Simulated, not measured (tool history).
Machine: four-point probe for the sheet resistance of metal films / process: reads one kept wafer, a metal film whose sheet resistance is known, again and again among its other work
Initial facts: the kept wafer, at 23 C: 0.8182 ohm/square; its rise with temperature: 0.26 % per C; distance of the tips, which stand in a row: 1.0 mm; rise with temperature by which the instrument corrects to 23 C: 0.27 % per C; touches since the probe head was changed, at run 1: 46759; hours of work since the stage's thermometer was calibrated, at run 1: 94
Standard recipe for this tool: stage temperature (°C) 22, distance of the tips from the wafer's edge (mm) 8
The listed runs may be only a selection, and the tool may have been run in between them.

run,hour,stage temperature (°C),distance of the tips from the wafer's edge (mm),touches since the probe head was changed,hours of work since the stage's thermometer was calibrated,sheet resistance as the instrument gives it (ohm/square)
1,0.0,22,8,46759,94,0.821300
2,11.3,22,8,47352,101,0.821179
3,24.6,22,8,48055,109,0.821308
4,32.6,22,8,48475,114,0.820932
5,45.9,19,8,49173,122,0.821319
6,61.4,19,8,49986,132,0.821188
7,72.9,19,8,50592,139,0.821215
8,82.2,22,8,51080,145,0.820937
9,97.7,22,8,51895,155,0.820692
10,113.9,22,8,52744,165,0.820660
11,133.5,22,8,53776,177,0.820930
12,143.3,22,8,54290,183,0.820876
13,153.3,22,8,54815,190,0.820779
14,172.3,26,5,55812,201,0.830730
15,180.3,29,8,56237,206,0.820132
16,199.4,26,14,57240,218,0.815874
17,215.6,18,29,58090,229,0.814535
# hour 217.1: stage's thermometer calibrated
18,226.5,26,5,58637,6,0.830629
19,241.7,26,5,59434,15,0.830548
20,253.6,26,5,60063,23,0.830302
21,272.4,25,8,61049,35,0.820263
# hour 274.5: stage's thermometer calibrated, once more
22,292.3,19,10,62066,11,0.818541
23,311.7,23,12,63088,23,0.817009
24,330.6,20,22,64082,35,0.815001

5 options for the next run, each taken on its own from the tool as it stands now. Forecast them:
A,349.6,31,17,65079,47,?
B,349.6,20,19,65079,47,?
C,349.6,20,12,65079,47,?
D,349.6,20,15,65079,47,?
E,349.6,21,3,65079,47,?

run,sheet resistance as the instrument gives it (ohm/square)
A,0.814634
B,0.815433
C,0.817113
D,0.816358
E,0.860022
Without the tool's hidden state the same runs would have given:
run,sheet resistance as the instrument gives it (ohm/square)
A,0.818957
B,0.819759
C,0.821447
D,0.820688
E,0.864564

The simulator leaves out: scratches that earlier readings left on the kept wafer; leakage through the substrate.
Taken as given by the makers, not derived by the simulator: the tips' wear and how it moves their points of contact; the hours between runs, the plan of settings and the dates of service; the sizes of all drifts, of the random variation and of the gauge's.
